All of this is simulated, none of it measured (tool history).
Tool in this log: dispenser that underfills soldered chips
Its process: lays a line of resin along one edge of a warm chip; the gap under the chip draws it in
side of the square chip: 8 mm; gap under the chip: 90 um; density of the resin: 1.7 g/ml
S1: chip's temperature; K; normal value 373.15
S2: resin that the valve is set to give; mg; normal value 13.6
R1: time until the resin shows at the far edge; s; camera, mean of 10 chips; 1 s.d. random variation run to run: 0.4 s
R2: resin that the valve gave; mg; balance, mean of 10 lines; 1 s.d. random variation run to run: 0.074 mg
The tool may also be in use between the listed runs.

run 1 day=0 | S1=373.15 S2=13.6 | R1=29.6 R2=13.75
run 2 day=0.417 | S1=378.15 S2=13.6 | R1=29.2 R2=13.58
-- day=0.638 new syringe of resin
run 3 day=0.879 | S1=373.15 S2=12 | R1=33.3 R2=11.85
run 4 day=1.312 | S1=373.15 S2=12 | R1=42 R2=11.78
-- day=1.417 new syringe of resin
run 5 day=1.721 | S1=373.15 S2=17.4 | R1=31.1 R2=17
run 6 day=2.054 | S1=373.15 S2=13.6 | R1=38.5 R2=13.29
-- day=2.154 new syringe of resin
run 7 day=2.338 | S1=373.15 S2=13.6 | R1=31.2 R2=13.23
-- day=2.912 new syringe of resin
run 8 day=2.917 | S1=373.15 S2=15.1 | R1=28.3 R2=14.54
run 9 day=3.212 | S1=373.15 S2=13.6 | R1=33.2 R2=13.01
-- day=3.667 new syringe of resin
run 10 day=3.692 | S1=373.15 S2=15.1 | R1=28 R2=14.33
-- day=4.321 dispensing valve cleaned and set on the balance
run 11 day=4.342 | S1=373.15 S2=15.1 | R1=37.6 R2=15.11
-- day=4.458 new syringe of resin
run 12 day=4.879 | S1=373.15 S2=13.6 | R1=34.8 R2=13.36
-- day=5.188 new syringe of resin
run 13 day=5.188 | S1=373.15 S2=13.6 | R1=28.4 R2=13.48
run 14 day=5.483 | S1=373.15 S2=13.6 | R1=33.3 R2=13.39
run 15 day=5.883 | S1=373.15 S2=13.6 | R1=40.1 R2=13.34
-- day=5.933 new syringe of resin
run 16 day=6.238 | S1=387.15 S2=16 | R1=18.6 R2=15.55
-- day=6.671 new syringe of resin
run 17 day=6.85 | S1=380.15 S2=12.4 | R1=24 R2=12.04
run 18 day=7.304 | S1=370.15 S2=15 | R1=44.1 R2=14.13
-- day=7.425 new syringe of resin
run 19 day=7.771 | S1=384.15 S2=13.6 | R1=20.6 R2=13.02
-- day=8.154 new syringe of resin
run 20 day=8.208 | S1=384.15 S2=13.6 | R1=18.7 R2=12.86

Predict the results of run 21:
run 21 day=8.583 | S1=360.15 S2=14.6 | R1=? R2=?

Logged for run 21: R1 63.1 s, R2 13.79 mg.
With the hidden condition absent and the run-to-run variation left alone, this run would have shown R1 46.9 s, R2 14.65 mg.
